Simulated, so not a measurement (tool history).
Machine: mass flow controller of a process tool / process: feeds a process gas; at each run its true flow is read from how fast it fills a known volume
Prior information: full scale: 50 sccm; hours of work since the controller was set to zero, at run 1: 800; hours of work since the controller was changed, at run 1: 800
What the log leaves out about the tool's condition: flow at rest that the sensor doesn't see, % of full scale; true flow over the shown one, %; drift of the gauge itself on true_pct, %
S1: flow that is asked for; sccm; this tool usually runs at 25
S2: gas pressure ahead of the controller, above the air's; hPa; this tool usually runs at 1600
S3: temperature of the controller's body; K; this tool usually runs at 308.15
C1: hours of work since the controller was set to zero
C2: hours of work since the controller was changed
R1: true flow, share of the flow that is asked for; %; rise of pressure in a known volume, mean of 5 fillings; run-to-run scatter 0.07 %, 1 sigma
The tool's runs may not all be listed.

Run 1, hour 0: usual settings; C1 800; C2 800. Result: R1 98.19 %.
Run 2, hour 406: usual settings but S1 20 sccm; C1 1003; C2 1003. Result: R1 98.1 %.
Run 3, hour 630.1: usual settings but S2 1920 hPa; C1 1116; C2 1116. Result: R1 98.35 %.
Run 4, hour 952.4: usual settings but S2 1950 hPa; C1 1277; C2 1277. Result: R1 98.54 %.
Run 5, hour 1229: usual settings; C1 1416; C2 1416. Result: R1 98.29 %.
Run 6, hour 1513: usual settings; C1 1558; C2 1558. Result: R1 98.32 %.
Run 7, hour 1912.3: usual settings; C1 1759; C2 1759. Result: R1 98.19 %.
Run 8, hour 2199.1: usual settings; C1 1902; C2 1902. Result: R1 98.22 %.
Run 9, hour 2697.6: usual settings; C1 2152; C2 2152. Result: R1 98.21 %.
Run 10, hour 3011.1: usual settings; C1 2309; C2 2309. Result: R1 98.22 %.
Run 11, hour 3509.4: usual settings; C1 2559; C2 2559. Result: R1 98.21 %.
Run 12, hour 3803: usual settings but S1 5 sccm, S2 1900 hPa, S3 300.15 K; C1 2706; C2 2706. Result: R1 103.27 %.
Run 13, hour 4014.9: usual settings but S1 6 sccm, S2 1960 hPa, S3 297.15 K; C1 2813; C2 2813. Result: R1 102.63 %.
Run 14, hour 4365.6: usual settings but S1 5 sccm, S2 1730 hPa, S3 297.15 K; C1 2989; C2 2989. Result: R1 103.88 %.
Run 15, hour 4621.4: usual settings but S1 6 sccm, S2 2470 hPa, S3 296.15 K; C1 3117; C2 3117. Result: R1 103.36 %.
Run 16, hour 5052.2: usual settings but S1 27 sccm, S3 311.15 K; C1 3333; C2 3333. Result: R1 97.92 %.
Run 17, hour 5418.1: usual settings but S1 21 sccm, S2 1700 hPa, S3 303.15 K; C1 3516; C2 3516. Result: R1 98.71 %.
Run 18, hour 5721.7: usual settings but S1 21 sccm, S2 1700 hPa, S3 303.15 K; C1 3668; C2 3668. Result: R1 98.85 %.
Run 19, hour 6155.8: usual settings but S1 30 sccm, S3 304.15 K; C1 3886; C2 3886. Result: R1 98.29 %.
Run 20, hour 6635.3: usual settings but S1 35 sccm, S3 302.15 K; C1 4126; C2 4126. Result: R1 98.43 %.
Run 21, hour 6952.9: usual settings but S1 28 sccm, S2 2670 hPa, S3 309.15 K; C1 4286; C2 4286. Result: R1 98.44 %.

Measured minus without-hidden-state, run by run (identical run-to-run variation in each term; gauge scatter may differ):
run     R1
  1  -0.09
  2  +0.02
  3  -0.08
  4  -0.07
  5  -0.06
  6  -0.07
  7  -0.08
  8  -0.09
  9  -0.09
 10   -0.1
 11   -0.1
 12   +4.8
 13  +3.96
 14  +5.33
 15  +4.39
 16  -0.21
 17   +0.2
 18   +0.2
 19  -0.43
 20  -0.67
 21  -0.35
